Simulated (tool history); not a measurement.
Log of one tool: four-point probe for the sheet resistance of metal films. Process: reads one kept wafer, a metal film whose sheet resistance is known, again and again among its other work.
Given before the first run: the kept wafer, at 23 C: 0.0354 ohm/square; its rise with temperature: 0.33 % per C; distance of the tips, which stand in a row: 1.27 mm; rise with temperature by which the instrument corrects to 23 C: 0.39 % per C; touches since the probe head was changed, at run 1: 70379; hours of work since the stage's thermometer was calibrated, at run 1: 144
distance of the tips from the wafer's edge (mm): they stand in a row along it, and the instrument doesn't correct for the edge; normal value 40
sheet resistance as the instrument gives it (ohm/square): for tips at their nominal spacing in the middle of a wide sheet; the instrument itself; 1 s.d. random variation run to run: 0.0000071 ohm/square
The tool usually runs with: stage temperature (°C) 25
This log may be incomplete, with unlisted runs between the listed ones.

run   hour  stage temperature (°C)  distance of the tips from the wafer's edge (mm)  touches since the probe head was changed  hours of work since the stage's thermometer was calibrated  sheet resistance as the instrument gives it (ohm/square)
  1      0                      25                                               40                                     70379                                                         144                                                  0.035357
  2   10.4                      25                                               40                                     70991                                                         151                                                  0.035373
  3   23.5                      25                                               40                                     71762                                                         160                                                  0.035375
  4   32.2                      25                                               40                                     72279                                                         166                                                  0.035377
  5   45.1                      32                                               40                                     73037                                                         174                                                  0.035222
  6   59.2                      32                                               40                                     73871                                                         184                                                  0.035236
  7   74.7                      32                                               42                                     74783                                                         194                                                  0.035237
  8   92.4                      32                                               42                                     75825                                                         206                                                   0.03522
  9  110.7                      32                                               42                                     76907                                                         218                                                  0.035211
 10  120.7                      32                                               42                                     77497                                                         225                                                  0.035223
 11  136.3                      25                                               11                                     78416                                                         236                                                  0.035595
 12  144.5                      25                                               11                                     78897                                                         241                                                  0.035597
 13  159.1                      25                                               11                                     79758                                                         251                                                  0.035596
 14  168.1                      25                                                6                                     80290                                                         257                                                  0.036175

Run 15 comes next. What will it give?
 15  178.6                      25                                                6                                     80909                                                         264                                                         ?

{"run 15": {"sheet resistance as the instrument gives it (ohm/square)": 0.036186}}
Take away the tool's hidden state, keep the run-to-run variation as it was, and the same run would have given sheet resistance as the instrument gives it (ohm/square) 0.036195.
